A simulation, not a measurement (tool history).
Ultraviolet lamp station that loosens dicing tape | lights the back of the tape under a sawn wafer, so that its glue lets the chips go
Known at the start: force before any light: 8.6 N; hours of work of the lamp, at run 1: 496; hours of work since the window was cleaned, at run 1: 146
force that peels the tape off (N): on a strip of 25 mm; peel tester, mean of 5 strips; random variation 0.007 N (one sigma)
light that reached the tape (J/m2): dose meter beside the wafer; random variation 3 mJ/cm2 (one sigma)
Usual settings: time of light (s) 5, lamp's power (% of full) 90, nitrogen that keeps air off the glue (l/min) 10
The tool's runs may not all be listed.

run	hour	time of light (s)	lamp's power (% of full)	nitrogen that keeps air off the glue (l/min)	hours of work of the lamp	hours of work since the window was cleaned	force that peels the tape off (N)	light that reached the tape (J/m2)
1	0.0	5	90	10	496	146	0.242	4520
2	7.8	5	90	10	501	152	0.243	4500
3	26.2	10	90	10	514	164	0.174	9040
4	41.1	5	90	10	524	174	0.237	4510
5	58.9	6	90	10	536	186	0.192	5390
6	67.9	6	90	10	542	193	0.202	5350
7	80.0	6	90	10	550	201	0.203	5430
8	95.2	6	90	10	561	211	0.202	5410
9	104.5	4	90	10	567	217	0.349	3590
10	120.0	4	100	10	577	228	0.311	3990
11	137.3	4	100	10	589	240	0.302	4000
12	151.8	4	89	4	599	250	0.563	3560
13	164.1	4	89	4	607	258	0.567	3580
14	181.8	4	62	3	619	270	1.308	2480

Forecast run 15:
15	192.4	4	70	6	627	277	?	?

force that peels the tape off (N): 0.752
light that reached the tape (J/m2): 2800
Without the tool's hidden state the same run would have given force that peels the tape off (N) 0.748, light that reached the tape (J/m2) 2810.
